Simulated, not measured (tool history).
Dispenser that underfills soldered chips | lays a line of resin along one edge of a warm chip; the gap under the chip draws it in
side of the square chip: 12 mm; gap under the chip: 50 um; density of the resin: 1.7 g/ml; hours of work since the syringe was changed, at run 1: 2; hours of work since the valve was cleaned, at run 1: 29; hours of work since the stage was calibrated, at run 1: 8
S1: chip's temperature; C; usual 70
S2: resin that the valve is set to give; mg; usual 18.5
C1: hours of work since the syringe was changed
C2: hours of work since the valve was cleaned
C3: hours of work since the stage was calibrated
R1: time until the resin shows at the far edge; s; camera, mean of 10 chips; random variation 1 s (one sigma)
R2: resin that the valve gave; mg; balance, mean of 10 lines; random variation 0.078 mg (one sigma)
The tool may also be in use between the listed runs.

run 1 hour=0.0 | S1=70 S2=18.5 | C1=2 C2=29 C3=8 | R1=120.0 R2=18.19
run 2 hour=4.3 | S1=70 S2=18.5 | C1=5 C2=33 C3=11 | R1=160.9 R2=17.99
-- hour=5.6 new syringe of resin
run 3 hour=8.3 | S1=70 S2=18.5 | C1=2 C2=35 C3=14 | R1=117.8 R2=18.11
run 4 hour=12.5 | S1=70 S2=18.5 | C1=5 C2=39 C3=17 | R1=154.5 R2=17.98
-- hour=14.3 new syringe of resin
run 5 hour=16.2 | S1=70 S2=18.5 | C1=1 C2=41 C3=20 | R1=113.9 R2=17.94
-- hour=22.6 new syringe of resin
run 6 hour=23.2 | S1=70 S2=18.5 | C1=0 C2=46 C3=25 | R1=104.1 R2=17.82
-- hour=28.4 dispensing valve cleaned and set on the balance
run 7 hour=29.6 | S1=70 S2=18.5 | C1=5 C2=1 C3=29 | R1=149.6 R2=18.46
-- hour=32.0 new syringe of resin
run 8 hour=36.2 | S1=70 S2=18.5 | C1=3 C2=6 C3=34 | R1=132.5 R2=18.47
-- hour=40.3 new syringe of resin
run 9 hour=43.3 | S1=70 S2=18.5 | C1=2 C2=11 C3=39 | R1=123.8 R2=18.40
-- hour=48.6 new syringe of resin
run 10 hour=49.4 | S1=70 S2=18.5 | C1=1 C2=15 C3=43 | R1=104.8 R2=18.33
run 11 hour=54.6 | S1=70 S2=18.5 | C1=5 C2=19 C3=47 | R1=151.2 R2=18.19
-- hour=56.8 new syringe of resin
run 12 hour=59.2 | S1=70 S2=18.5 | C1=2 C2=22 C3=50 | R1=117.7 R2=18.18
run 13 hour=63.0 | S1=70 S2=18.5 | C1=5 C2=25 C3=53 | R1=147.6 R2=18.07
-- hour=65.4 new syringe of resin
run 14 hour=68.1 | S1=70 S2=16.8 | C1=2 C2=29 C3=57 | R1=121.7 R2=16.49
-- hour=73.8 new syringe of resin
run 15 hour=74.4 | S1=63 S2=16.7 | C1=1 C2=33 C3=61 | R1=137.6 R2=16.16
run 16 hour=77.9 | S1=78 S2=19.3 | C1=3 C2=36 C3=64 | R1=98.7 R2=18.86
-- hour=82.0 new syringe of resin
run 17 hour=83.1 | S1=69 S2=22.6 | C1=1 C2=39 C3=68 | R1=114.1 R2=21.76
-- hour=90.3 new syringe of resin
run 18 hour=90.4 | S1=69 S2=22.6 | C1=0 C2=45 C3=73 | R1=103.6 R2=21.79
run 19 hour=93.6 | S1=70 S2=17.1 | C1=2 C2=47 C3=75 | R1=127.6 R2=16.49
-- hour=97.6 dispensing valve cleaned and set on the balance
-- hour=99.5 new syringe of resin
run 20 hour=100.2 | S1=65 S2=17.9 | C1=1 C2=2 C3=79 | R1=128.0 R2=18.01
run 21 hour=103.7 | S1=56 S2=22.5 | C1=3 C2=4 C3=82 | R1=219.6 R2=22.51
-- hour=107.7 new syringe of resin
run 22 hour=107.9 | S1=56 S2=22.5 | C1=0 C2=7 C3=85 | R1=170.8 R2=22.46
run 23 hour=114.9 | S1=73 S2=21.6 | C1=5 C2=13 C3=90 | R1=141.0 R2=21.45
-- hour=116.4 new syringe of resin
run 24 hour=120.6 | S1=84 S2=22.0 | C1=3 C2=17 C3=94 | R1=80.4 R2=21.66
-- hour=125.0 new syringe of resin
run 25 hour=126.0 | S1=79 S2=15.7 | C1=1 C2=20 C3=98 | R1=81.7 R2=15.43
run 26 hour=129.1 | S1=63 S2=18.0 | C1=3 C2=23 C3=100 | R1=171.8 R2=17.61
-- hour=133.2 new syringe of resin
run 27 hour=136.6 | S1=63 S2=18.0 | C1=3 C2=28 C3=106 | R1=167.7 R2=17.55

3 ways to go on from here, each from the tool as it stands after run 27. What would each give?
run A hour=140.9 | S1=70 S2=21.7 | C1=6 C2=31 C3=109 | R1=? R2=?
run B hour=140.9 | S1=83 S2=19.1 | C1=6 C2=31 C3=109 | R1=? R2=?
run C hour=140.9 | S1=58 S2=21.8 | C1=6 C2=31 C3=109 | R1=? R2=?

run=A R1=166.0 R2=21.15
run=B R1=108.8 R2=18.76
run=C R1=261.5 R2=21.30
Without the tool's hidden state the same runs would have given:
run=A R1=96.6 R2=21.63
run=B R1=63.4 R2=19.18
run=C R1=151.6 R2=21.79
